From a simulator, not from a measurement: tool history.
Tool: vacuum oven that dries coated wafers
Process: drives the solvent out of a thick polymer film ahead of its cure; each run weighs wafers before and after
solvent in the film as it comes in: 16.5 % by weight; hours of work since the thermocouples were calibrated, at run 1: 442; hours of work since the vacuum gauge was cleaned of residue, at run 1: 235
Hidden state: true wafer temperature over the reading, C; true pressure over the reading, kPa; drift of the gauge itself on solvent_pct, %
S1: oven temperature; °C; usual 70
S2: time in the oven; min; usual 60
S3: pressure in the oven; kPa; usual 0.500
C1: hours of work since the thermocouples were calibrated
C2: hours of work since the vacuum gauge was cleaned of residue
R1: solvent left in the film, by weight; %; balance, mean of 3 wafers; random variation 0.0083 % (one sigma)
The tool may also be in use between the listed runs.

{"run": 1, "day": 0.0, "S1": 70, "S2": 60, "S3": 0.5, "C1": 442, "C2": 235, "R1": 2.753}
{"run": 2, "day": 0.667, "S1": 70, "S2": 60, "S3": 0.5, "C1": 450, "C2": 242, "R1": 2.766}
{"run": 3, "day": 1.562, "S1": 70, "S2": 60, "S3": 0.661, "C1": 460, "C2": 253, "R1": 2.843}
{"run": 4, "day": 2.6, "S1": 70, "S2": 60, "S3": 0.661, "C1": 473, "C2": 265, "R1": 2.831}
{"run": 5, "day": 3.296, "S1": 70, "S2": 60, "S3": 0.5, "C1": 481, "C2": 273, "R1": 2.762}
{"run": 6, "day": 3.933, "S1": 66, "S2": 58, "S3": 0.5, "C1": 488, "C2": 281, "R1": 3.907}
{"run": 7, "day": 4.75, "S1": 66, "S2": 58, "S3": 0.5, "C1": 498, "C2": 291, "R1": 3.906}
{"run": 8, "day": 5.788, "S1": 78, "S2": 105, "S3": 0.545, "C1": 510, "C2": 303, "R1": 0.363}
{"run": 9, "day": 6.371, "S1": 78, "S2": 82, "S3": 0.545, "C1": 517, "C2": 310, "R1": 0.627}
{"run": 10, "day": 7.212, "S1": 78, "S2": 82, "S3": 0.545, "C1": 527, "C2": 320, "R1": 0.611}

Forecast each of these 3 alternatives for the next run:
{"run": "A", "day": 7.783, "S1": 78, "S2": 100, "S3": 1.0, "C1": 534, "C2": 326, "R1": "?"}
{"run": "B", "day": 7.783, "S1": 61, "S2": 82, "S3": 0.545, "C1": 534, "C2": 326, "R1": "?"}
{"run": "C", "day": 7.783, "S1": 66, "S2": 60, "S3": 0.381, "C1": 534, "C2": 326, "R1": "?"}

run=A R1=0.574
run=B R1=3.696
run=C R1=3.704
Without the tool's hidden state the same runs would have given:
run=A R1=0.575
run=B R1=3.706
run=C R1=3.714
